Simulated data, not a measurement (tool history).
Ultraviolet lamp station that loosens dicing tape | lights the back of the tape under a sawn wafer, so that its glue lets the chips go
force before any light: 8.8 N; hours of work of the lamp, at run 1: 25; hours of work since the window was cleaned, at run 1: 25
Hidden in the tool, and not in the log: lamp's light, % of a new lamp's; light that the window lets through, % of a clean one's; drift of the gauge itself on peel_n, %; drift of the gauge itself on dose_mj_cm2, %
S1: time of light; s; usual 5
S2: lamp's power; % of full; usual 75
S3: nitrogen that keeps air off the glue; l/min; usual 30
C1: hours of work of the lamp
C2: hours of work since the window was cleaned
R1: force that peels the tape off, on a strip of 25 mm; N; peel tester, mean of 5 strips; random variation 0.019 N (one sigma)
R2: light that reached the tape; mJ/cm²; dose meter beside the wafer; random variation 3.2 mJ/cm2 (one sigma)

run	hour	S1	S2	S3	C1	C2	R1	R2
1	0.0	5	75	30	25	25	0.949	489
2	66.0	5	75	30	58	58	1.007	484
3	111.4	5	75	30	81	81	1.018	487
4	161.9	5	75	30	106	106	1.038	478
5	206.1	6	75	30	128	128	0.731	559
6	270.1	6	75	30	161	161	0.752	556
7	325.8	5	70	30	189	189	1.249	420
8	352.9	5	70	30	202	202	1.333	415
9	385.5	6	75	30	219	219	0.814	537
# hour 405.6: window cleaned of glue's vapour
10	443.7	7	75	30	248	19	0.508	673
11	497.0	5	75	9	275	46	1.833	470
12	544.9	5	75	9	299	70	1.880	460
13	580.1	5	75	9	317	88	1.839	457
14	634.9	5	75	9	344	115	1.953	450
15	670.4	5	88	9	362	133	1.506	519
16	710.7	5	88	9	382	154	1.580	515
17	754.7	5	88	9	404	176	1.577	512
18	784.4	6	75	30	419	191	0.861	514
19	824.1	5	90	30	439	211	0.887	511
# hour 861.3: window cleaned of glue's vapour
20	861.4	5	75	30	458	0	1.066	459
21	914.2	5	99	30	484	27	0.628	593
22	970.0	5	78	30	513	55	1.059	463
23	1010.1	5	75	42	533	75	1.060	444
24	1051.9	5	75	42	554	96	1.080	436
25	1082.6	10	75	44	569	111	0.255	872
26	1142.3	10	75	44	599	141	0.253	853
27	1170.2	8	76	20	613	156	0.594	679
28	1235.2	8	76	20	646	188	0.646	675
29	1269.9	9	70	58	664	206	0.374	699
30	1313.8	5	60	30	686	228	1.920	326
# hour 1317.7: window cleaned of glue's vapour
31	1343.6	5	60	24	700	13	1.968	351
32	1387.4	5	60	24	722	35	1.953	341
33	1418.8	5	78	17	738	51	1.583	437
34	1480.4	5	75	23	769	82	1.477	420
35	1521.5	5	75	23	790	103	1.489	412
36	1579.8	6	91	15	819	132	0.941	590
37	1618.5	8	79	44	839	151	0.411	680
38	1648.2	8	79	44	854	166	0.432	672
39	1704.2	8	84	10	882	195	0.866	701
40	1746.4	8	99	47	903	216	0.269	805
# hour 1773.2: window cleaned of glue's vapour
41	1806.9	8	99	47	933	17	0.255	859
42	1845.7	8	99	50	953	37	0.246	856

The same runs without the tool's hidden state, with the same run-to-run variation:
run	R1	R2
1	0.895	504
2	0.915	507
3	0.903	517
4	0.896	514
5	0.606	609
6	0.601	617
7	0.997	474
8	1.051	472
9	0.606	616
10	0.432	723
11	1.605	512
12	1.613	508
13	1.557	509
14	1.617	509
15	1.194	594
16	1.230	596
17	1.204	599
18	0.605	607
19	0.608	610
20	0.868	509
21	0.482	668
22	0.811	528
23	0.789	513
24	0.789	509
25	0.203	1029
26	0.195	1023
27	0.391	822
28	0.408	833
29	0.247	872
30	1.325	411
31	1.525	413
32	1.486	407
33	1.143	526
34	1.022	514
35	1.011	511
36	0.578	743
37	0.252	865
38	0.261	864
39	0.484	916
40	0.182	1065
41	0.194	1065
42	0.185	1072
